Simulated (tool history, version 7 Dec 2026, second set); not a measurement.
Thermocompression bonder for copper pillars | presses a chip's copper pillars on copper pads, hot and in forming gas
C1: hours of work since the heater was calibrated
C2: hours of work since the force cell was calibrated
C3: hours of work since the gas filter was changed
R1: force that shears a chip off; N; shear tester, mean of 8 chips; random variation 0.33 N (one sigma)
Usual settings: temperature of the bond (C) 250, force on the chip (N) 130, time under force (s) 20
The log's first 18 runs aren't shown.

Run 19, hour 116.2: usual settings but temperature of the bond (C) 269; C1 314; C2 197; C3 76. Result: R1 70.8 N.
Run 20, hour 119.9: usual settings but temperature of the bond (C) 269; C1 316; C2 200; C3 79. Result: R1 71.2 N.
Run 21, hour 126.3: usual settings but temperature of the bond (C) 269, time under force (s) 57; C1 321; C2 204; C3 84. Result: R1 98.8 N.
Run 22, hour 132.3: usual settings but temperature of the bond (C) 269, time under force (s) 57; C1 325; C2 209; C3 88. Result: R1 97.6 N.
Run 23, hour 141.3: usual settings but temperature of the bond (C) 269, time under force (s) 57; C1 332; C2 215; C3 95. Result: R1 98.2 N.
Run 24, hour 147.9: usual settings but temperature of the bond (C) 269, time under force (s) 57; C1 337; C2 220; C3 100. Result: R1 98.6 N.
Run 25, hour 155.0: usual settings but temperature of the bond (C) 269, time under force (s) 57; C1 342; C2 225; C3 105. Result: R1 99.0 N.
Run 26, hour 160.6: usual settings but force on the chip (N) 125; C1 346; C2 229; C3 109. Result: R1 53.6 N.
Run 27, hour 168.8: usual settings but force on the chip (N) 157, time under force (s) 42; C1 352; C2 235; C3 115. Result: R1 86.7 N.
Run 28, hour 177.5: usual settings but force on the chip (N) 157, time under force (s) 42; C1 358; C2 242; C3 121. Result: R1 88.3 N.
Run 29, hour 183.3: usual settings but force on the chip (N) 157, time under force (s) 24; C1 363; C2 246; C3 125. Result: R1 73.3 N.
Run 30, hour 187.0: usual settings but temperature of the bond (C) 224, force on the chip (N) 179, time under force (s) 24; C1 365; C2 249; C3 128. Result: R1 60.0 N.
Run 31, hour 193.2: usual settings but force on the chip (N) 193; C1 370; C2 253; C3 133. Result: R1 84.5 N.
Run 32, hour 197.4: usual settings but temperature of the bond (C) 275, force on the chip (N) 79, time under force (s) 56; C1 373; C2 256; C3 136. Result: R1 65.5 N.
Run 33, hour 206.4: usual settings but temperature of the bond (C) 275, force on the chip (N) 79, time under force (s) 56; C1 380; C2 263; C3 142. Result: R1 64.9 N.
Run 34, hour 210.7: usual settings but temperature of the bond (C) 275, force on the chip (N) 79, time under force (s) 56; C1 383; C2 266; C3 145. Result: R1 65.5 N.
Run 35, hour 218.0: usual settings but temperature of the bond (C) 229, force on the chip (N) 123; C1 388; C2 271; C3 151. Result: R1 38.5 N.
Run 36, hour 226.1: usual settings but temperature of the bond (C) 229, force on the chip (N) 123; C1 394; C2 277; C3 157. Result: R1 38.7 N.
Run 37, hour 231.0: usual settings but temperature of the bond (C) 274, force on the chip (N) 91; C1 398; C2 281; C3 160. Result: R1 50.5 N.
Run 38, hour 239.8: usual settings but force on the chip (N) 157, time under force (s) 18; C1 404; C2 287; C3 167. Result: R1 65.8 N.
Run 39, hour 245.5: usual settings but temperature of the bond (C) 227, force on the chip (N) 134, time under force (s) 22; C1 408; C2 291; C3 171. Result: R1 43.6 N.
Run 40, hour 254.7: usual settings but temperature of the bond (C) 252, force on the chip (N) 190, time under force (s) 17; C1 415; C2 298; C3 178. Result: R1 79.6 N.

Forecast each of these 4 alternatives for the next run:
Run A, hour 263.6: usual settings but temperature of the bond (C) 233, force on the chip (N) 78; C1 421; C2 304; C3 184. Result: R1 ?.
Run B, hour 263.6: usual settings but temperature of the bond (C) 257, force on the chip (N) 96, time under force (s) 36; C1 421; C2 304; C3 184. Result: R1 ?.
Run C, hour 263.6: usual settings but temperature of the bond (C) 255; C1 421; C2 304; C3 184. Result: R1 ?.
Run D, hour 263.6: usual settings but force on the chip (N) 111; C1 421; C2 304; C3 184. Result: R1 ?.

run    R1
  A  23.0
  B  54.8
  C  59.3
  D  46.3
Without the tool's hidden state the same runs would have given:
run    R1
  A  24.5
  B  57.6
  C  62.3
  D  48.9

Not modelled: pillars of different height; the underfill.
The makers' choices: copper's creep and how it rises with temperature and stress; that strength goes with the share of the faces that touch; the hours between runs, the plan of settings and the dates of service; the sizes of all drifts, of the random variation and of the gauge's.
